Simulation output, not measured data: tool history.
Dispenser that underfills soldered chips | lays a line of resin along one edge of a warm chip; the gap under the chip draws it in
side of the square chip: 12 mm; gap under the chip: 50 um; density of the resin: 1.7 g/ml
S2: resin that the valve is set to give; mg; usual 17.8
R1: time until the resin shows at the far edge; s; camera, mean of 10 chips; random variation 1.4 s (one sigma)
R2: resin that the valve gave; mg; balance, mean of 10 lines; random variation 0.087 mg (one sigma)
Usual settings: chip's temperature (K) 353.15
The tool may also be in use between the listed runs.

run 1 hour=0 | chip's_temperature_(K)=353.15 S2=17.8 | R1=194.1 R2=17.7
run 2 hour=2.5 | chip's_temperature_(K)=353.15 S2=17.8 | R1=211.1 R2=17.65
-- hour=4.5 new syringe of resin
run 3 hour=5.6 | chip's_temperature_(K)=353.15 S2=17.8 | R1=148.4 R2=17.82
run 4 hour=9.1 | chip's_temperature_(K)=353.15 S2=17.8 | R1=167.3 R2=17.51
run 5 hour=12.3 | chip's_temperature_(K)=353.15 S2=17.8 | R1=193.1 R2=17.52
run 6 hour=14.9 | chip's_temperature_(K)=353.15 S2=15.5 | R1=221.2 R2=15.34
-- hour=16.5 new syringe of resin
run 7 hour=19 | chip's_temperature_(K)=353.15 S2=15.5 | R1=160.7 R2=15.3
run 8 hour=20.8 | chip's_temperature_(K)=354.15 S2=22.3 | R1=156.4 R2=21.89
run 9 hour=25 | chip's_temperature_(K)=341.15 S2=17.8 | R1=355.2 R2=17.39

Forecast run 10:
run 10 hour=27.3 | chip's_temperature_(K)=341.15 S2=17.8 | R1=? R2=?

{"run 10": {"R1": 387.3, "R2": 17.35}}
Without the tool's hidden state the same run would have given R1 250 s, R2 17.73 mg.

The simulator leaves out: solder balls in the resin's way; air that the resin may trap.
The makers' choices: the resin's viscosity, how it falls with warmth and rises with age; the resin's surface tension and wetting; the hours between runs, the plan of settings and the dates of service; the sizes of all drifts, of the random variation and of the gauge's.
